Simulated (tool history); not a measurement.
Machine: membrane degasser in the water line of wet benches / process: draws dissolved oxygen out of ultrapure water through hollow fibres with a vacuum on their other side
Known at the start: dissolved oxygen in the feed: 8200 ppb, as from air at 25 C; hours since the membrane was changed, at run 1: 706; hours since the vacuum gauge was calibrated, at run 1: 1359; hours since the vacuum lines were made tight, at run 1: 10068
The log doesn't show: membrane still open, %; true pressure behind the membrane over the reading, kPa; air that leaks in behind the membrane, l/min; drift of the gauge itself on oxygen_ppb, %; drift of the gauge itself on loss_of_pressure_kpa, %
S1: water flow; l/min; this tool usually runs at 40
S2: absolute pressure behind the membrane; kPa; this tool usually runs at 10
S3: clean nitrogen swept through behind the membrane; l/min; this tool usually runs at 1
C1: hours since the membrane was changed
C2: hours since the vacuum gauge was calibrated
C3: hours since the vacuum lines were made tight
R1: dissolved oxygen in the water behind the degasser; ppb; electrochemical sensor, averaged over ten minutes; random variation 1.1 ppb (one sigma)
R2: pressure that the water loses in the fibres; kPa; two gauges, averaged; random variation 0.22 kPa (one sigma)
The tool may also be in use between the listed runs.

run    hour  S1    S2    S3    C1    C2     C3      R1     R2
  1       0  40    10     1   706  1359  10068   525.7  55.56
  2    80.7  40    10     1   787  1440  10149   525.9   55.5
  3   161.3  40   7.7     1   867  1521  10229   356.8  55.42
  4   266.8  40   7.7     1   973  1626  10335     358  55.37
  5   384.4  25   7.7     1  1091  1744  10453     244  34.72
  6   517.1  51   7.7     1  1223  1876  10585   433.2  70.37
  7   659.5  51   7.7     1  1366  2019  10728   435.9  70.47
  8   780.1  40  10.2     1  1486  2139  10848   542.7  55.25
  9   887.4  40  10.2     1  1594  2247  10956   541.9  55.21
 10   952.7  40  10.2     1  1659  2312  11021   542.4  55.38
 11  1057.7  40  10.2     1  1764  2417  11126   543.4  55.22
 12  1156.8  40  14.9     1  1863  2516  11225   873.6   55.6
 13  1305.1  40  11.7     1  2011  2664  11373   651.8  55.59
 14  1417.5  40  11.7     1  2124  2777  11486   652.3  55.92
 15  1504.5  58  11.7     1  2211  2864  11573   861.4  81.06
 16  1598.4  40    10  1.11  2304  2958  11666     488  55.75
 17  1741.6  40    10  1.11  2448  3101  11810   491.2  56.18
 18  1860.6  38  19.4  1.11  2567  3220  11929  1039.3  52.69
 19  1958.6  38  19.4  1.11  2665  3318  12027  1036.7  52.99
 20  2115.9  38  19.4  1.11  2822  3475  12184    1040  52.77
 21  2203.5  38  19.4  1.11  2910  3563  12272  1041.2  53.29
 22    2360  28    10  1.77  3066  3719  12428   248.8  39.09
 23  2497.8  28    10  1.77  3204  3857  12566   248.9  39.16
 24  2616.8  38   6.9  1.77  3323  3976  12685   184.6  52.81
 25  2700.5  55    10     1  3407  4060  12769   679.2  76.66
 26  2838.4  55    10     1  3544  4198  12906   682.4  76.54
     2882.1  -- seals of the vacuum lines changed
 27  2983.6  40   7.3     1  3688  4341    101     336  55.68
 28  3137.7  38  12.2  2.63  3842  4495    256   297.6   53.4
 29    3239  38  12.2  2.63  3943  4596    357   299.4  53.65
 30  3387.5  38  12.2  2.63  4092  4745    505   298.6  52.93
 31  3513.5  38  12.2  2.63  4218  4871    631   299.6  52.95
 32  3634.4  51   8.6   2.4  4339  4992    752   267.1  71.42
 33  3778.8  51   8.6   2.4  4483  5136    897   267.7  71.36

Measured less the same run without the tool's hidden state. The same run-to-run variation is in both; the gauge's scatter may not be:
run     R1     R2
  1   +4.7  +0.11
  2     +5  +0.13
  3   +5.1  +0.14
  4   +5.4  +0.15
  5   +5.6   +0.1
  6   +6.3  +0.25
  7   +6.9  +0.28
  8     +7  +0.24
  9   +7.2  +0.25
 10   +7.4  +0.27
 11   +7.7  +0.28
 12   +8.3   +0.3
 13   +8.5  +0.33
 14   +8.8  +0.35
 15     +9  +0.52
 16     +9  +0.37
 17   +9.5  +0.39
 18  +11.5   +0.4
 19  +11.7  +0.41
 20  +12.1  +0.43
 21  +12.3  +0.45
 22   +8.3  +0.35
 23   +8.5  +0.36
 24   +8.6  +0.51
 25  +13.4  +0.76
 26    +14  +0.78
 27  +12.8   +0.6
 28   +5.7   +0.6
 29   +5.8  +0.61
 30   +6.1  +0.63
 31   +6.2  +0.66
 32   +9.4   +0.9
 33   +9.7  +0.93
